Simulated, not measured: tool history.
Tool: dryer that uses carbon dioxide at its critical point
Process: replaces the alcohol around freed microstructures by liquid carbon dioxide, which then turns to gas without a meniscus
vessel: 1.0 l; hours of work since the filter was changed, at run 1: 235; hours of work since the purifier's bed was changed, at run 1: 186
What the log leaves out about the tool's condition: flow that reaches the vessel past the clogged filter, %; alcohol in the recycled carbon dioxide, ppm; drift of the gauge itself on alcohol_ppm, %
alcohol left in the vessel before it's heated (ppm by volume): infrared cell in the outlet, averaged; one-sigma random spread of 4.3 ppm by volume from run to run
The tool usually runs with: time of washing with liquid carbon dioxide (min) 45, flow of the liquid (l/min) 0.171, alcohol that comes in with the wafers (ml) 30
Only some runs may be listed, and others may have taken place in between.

run,day,time of washing with liquid carbon dioxide (min),flow of the liquid (l/min),alcohol that comes in with the wafers (ml),hours of work since the filter was changed,hours of work since the purifier's bed was changed,alcohol left in the vessel before it's heated (ppm by volume)
1,0.000,45,0.171,30,235,186,72
2,1.225,43,0.171,30,253,204,89
3,2.217,43,0.171,30,267,218,95
4,2.962,67,0.171,30,278,229,29
5,3.850,67,0.171,30,292,243,28
6,4.629,67,0.171,30,303,254,26
7,5.442,45,0.171,30,315,266,84
8,6.138,45,0.171,30,325,276,77
9,6.725,45,0.171,101,334,285,216
10,7.621,45,0.171,101,347,298,217
11,8.779,45,0.171,101,364,315,221
# day 9.775: inlet filter changed
12,9.946,45,0.171,101,3,332,140
13,10.725,45,0.119,30,14,344,324
14,11.550,45,0.171,30,26,356,69
15,12.192,45,0.171,35,36,365,70
16,12.992,45,0.171,35,48,377,72
17,13.804,45,0.171,30,60,389,67
18,14.942,45,0.171,30,76,406,72
19,15.912,45,0.171,30,91,420,67
20,16.412,45,0.171,30,98,428,68
21,16.979,45,0.171,30,106,436,71
22,17.483,45,0.171,30,114,443,80
23,18.300,71,0.144,20,126,455,38
24,19.038,66,0.162,44,137,466,45
25,19.971,66,0.162,44,151,480,44
26,21.021,66,0.162,44,166,496,46
27,21.529,66,0.162,44,174,503,38
28,22.267,66,0.202,44,185,514,44
29,23.008,66,0.202,44,196,525,45
30,24.133,65,0.171,30,212,542,45
31,25.121,65,0.171,30,227,556,48
32,26.350,65,0.171,30,245,574,50
33,27.575,45,0.186,24,263,593,74
34,28.771,45,0.186,24,281,610,71
35,29.529,45,0.186,24,292,621,75
36,30.621,45,0.186,24,308,638,75
37,31.233,45,0.186,24,317,647,78
38,32.321,45,0.186,24,333,663,75
39,33.288,41,0.171,30,348,677,158

Each row is a separate what-if for the run after 39, all from the same tool condition, not one after another. Results?
A,34.221,44,0.171,30,361,691,?
B,34.221,70,0.204,30,361,691,?
C,34.221,45,0.171,22,361,691,?

run,alcohol left in the vessel before it's heated (ppm by volume)
A,117
B,52
C,93
Had the tool no hidden state, the same runs would have come out as:
run,alcohol left in the vessel before it's heated (ppm by volume)
A,33
B,3
C,22
